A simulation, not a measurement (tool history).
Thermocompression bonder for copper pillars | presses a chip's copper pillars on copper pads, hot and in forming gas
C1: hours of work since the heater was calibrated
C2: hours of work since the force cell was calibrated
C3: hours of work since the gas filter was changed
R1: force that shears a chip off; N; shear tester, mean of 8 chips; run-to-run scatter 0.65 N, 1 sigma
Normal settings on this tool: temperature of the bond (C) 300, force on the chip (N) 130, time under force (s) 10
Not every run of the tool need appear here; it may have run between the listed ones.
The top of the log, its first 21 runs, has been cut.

Run 22, hour 181.1: usual settings but temperature of the bond (C) 296, force on the chip (N) 192, time under force (s) 9; C1 436; C2 637; C3 132. Result: R1 54 N.
Run 23, hour 190.2: usual settings but temperature of the bond (C) 319, force on the chip (N) 106, time under force (s) 6; C1 443; C2 644; C3 139. Result: R1 38.9 N.
Run 24, hour 199.3: usual settings but temperature of the bond (C) 275, force on the chip (N) 137, time under force (s) 7; C1 450; C2 651; C3 146. Result: R1 27.1 N.
Run 25, hour 208.6: usual settings but temperature of the bond (C) 299; C1 457; C2 658; C3 153. Result: R1 44 N.
Run 26, hour 213.9: usual settings but temperature of the bond (C) 299; C1 461; C2 662; C3 157. Result: R1 43.3 N.
Run 27, hour 219.5: usual settings but force on the chip (N) 94; C1 465; C2 666; C3 161. Result: R1 33.6 N.
Run 28, hour 228.2: usual settings but force on the chip (N) 125, time under force (s) 15; C1 471; C2 672; C3 168. Result: R1 49 N.
Run 29, hour 240.1: usual settings but force on the chip (N) 125, time under force (s) 15; C1 480; C2 681; C3 177. Result: R1 48.3 N.
Run 30, hour 245.7: usual settings but force on the chip (N) 125, time under force (s) 15; C1 485; C2 686; C3 181. Result: R1 48.6 N.
Run 31, hour 251.7: usual settings but time under force (s) 11; C1 489; C2 690; C3 186. Result: R1 45.7 N.

Alternative continuations, all from the tool just after run 31; predict every row:
Run A, hour 260.3: usual settings but temperature of the bond (C) 302; C1 496; C2 697; C3 192. Result: R1 ?.
Run B, hour 260.3: usual settings but temperature of the bond (C) 329; C1 496; C2 697; C3 192. Result: R1 ?.
Run C, hour 260.3: usual settings but temperature of the bond (C) 298, force on the chip (N) 90, time under force (s) 15; C1 496; C2 697; C3 192. Result: R1 ?.
Run D, hour 260.3: usual settings but temperature of the bond (C) 308, force on the chip (N) 103; C1 496; C2 697; C3 192. Result: R1 ?.
Run E, hour 260.3: usual settings but temperature of the bond (C) 309, time under force (s) 24; C1 496; C2 697; C3 192. Result: R1 ?.

run    R1
  A  44.5
  B  62.2
  C  36.2
  D  41.3
  E  66.6
Without the tool's hidden state the same runs would have given:
run    R1
  A  43.3
  B  61.5
  C    35
  D  40.1
  E  65.8
